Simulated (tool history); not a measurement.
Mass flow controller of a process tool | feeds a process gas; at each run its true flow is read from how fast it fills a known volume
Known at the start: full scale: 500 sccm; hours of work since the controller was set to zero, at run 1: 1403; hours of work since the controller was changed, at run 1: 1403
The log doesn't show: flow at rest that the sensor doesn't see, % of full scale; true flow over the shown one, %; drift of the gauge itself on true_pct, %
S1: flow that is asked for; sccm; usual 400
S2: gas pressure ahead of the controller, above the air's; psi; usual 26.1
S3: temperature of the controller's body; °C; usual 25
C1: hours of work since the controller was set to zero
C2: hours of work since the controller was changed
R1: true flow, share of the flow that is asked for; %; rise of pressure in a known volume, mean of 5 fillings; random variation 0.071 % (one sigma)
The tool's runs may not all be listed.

run	day	S1	S2	S3	C1	C2	R1
1	0	400	26.1	25	1403	1403	99.99
2	2.95	283	26.1	25	1432	1432	99.81
3	6.779	400	26.1	31	1470	1470	99.73
4	9.092	400	26.1	31	1492	1492	99.78
5	11.042	400	26.1	25	1511	1511	100.06
6	13.325	400	26.1	25	1533	1533	99.99
7	16.429	400	26.1	25	1564	1564	100.07
8	18.829	400	26.1	25	1587	1587	100.08
9	23.246	400	26.1	25	1630	1630	100.1
10	25.288	400	26.1	25	1650	1650	100.02
11	29.138	459	29.3	25	1688	1688	100.1
12	32.904	167	25.5	22	1724	1724	99.49
13	35.808	167	25.5	22	1753	1753	99.49
14	38.246	60	30.5	24	1776	1776	97.54
15	42.75	95	25.5	33	1820	1820	98.1
16	44.883	95	25.5	33	1841	1841	98.17

The next listed run, before its measurement:
17	48.717	383	31.6	22	1879	1879	?

Run 17 gave R1 99.97 %.
Without the tool's hidden state the same run would have given R1 99.9 %.
